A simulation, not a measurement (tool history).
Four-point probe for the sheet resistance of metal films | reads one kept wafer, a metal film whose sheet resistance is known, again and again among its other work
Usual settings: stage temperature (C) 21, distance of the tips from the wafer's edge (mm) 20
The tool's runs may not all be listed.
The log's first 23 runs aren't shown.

run	hour	stage temperature (C)	distance of the tips from the wafer's edge (mm)	touches since the probe head was changed	hours of work since the stage's thermometer was calibrated	sheet resistance as the instrument gives it (ohm/square)
24	953.8	26	37	6146	660	14.354570
25	1007.5	26	8	8067	692	14.542442
26	1040.4	26	8	9243	711	14.532577
27	1086.2	29	65	10885	738	14.337710
28	1142.6	18	7	12903	771	14.597767
# hour 1147.2: stage's thermometer calibrated
29	1182.5	21	5	14314	21	14.825052
30	1209.2	20	20	15270	36	14.385282
31	1254.0	24	7	16870	62	14.598237
32	1281.2	24	11	17846	78	14.439400
33	1305.3	28	43	18707	92	14.347353
# hour 1331.4: stage's thermometer calibrated, once more
34	1352.1	28	43	20363	12	14.329055
35	1380.7	25	5	21389	29	14.805449
36	1410.9	25	29	22470	47	14.338835
37	1436.3	18	36	23376	61	14.342567
38	1464.7	27	30	24395	78	14.335066
39	1495.7	21	3	25504	96	15.577817
40	1533.7	21	3	26863	118	15.582846
41	1588.9	21	3	28839	151	15.567622
42	1630.0	22	3	30309	175	15.569933
43	1653.5	19	27	31152	189	14.339581
44	1691.0	33	57	32493	210	14.314165
45	1747.2	19	57	34503	243	14.329310
46	1787.5	27	38	35945	267	14.319029

3 ways to go on from here, each from the tool as it stands after run 46. What would each give?
A	1837.5	26	16	37734	296	?
B	1837.5	24	65	37734	296	?
C	1837.5	19	16	37734	296	?

run	sheet resistance as the instrument gives it (ohm/square)
A	14.359090
B	14.315104
C	14.366640
Without the tool's hidden state the same runs would have given:
run	sheet resistance as the instrument gives it (ohm/square)
A	14.472146
B	14.427839
C	14.479751
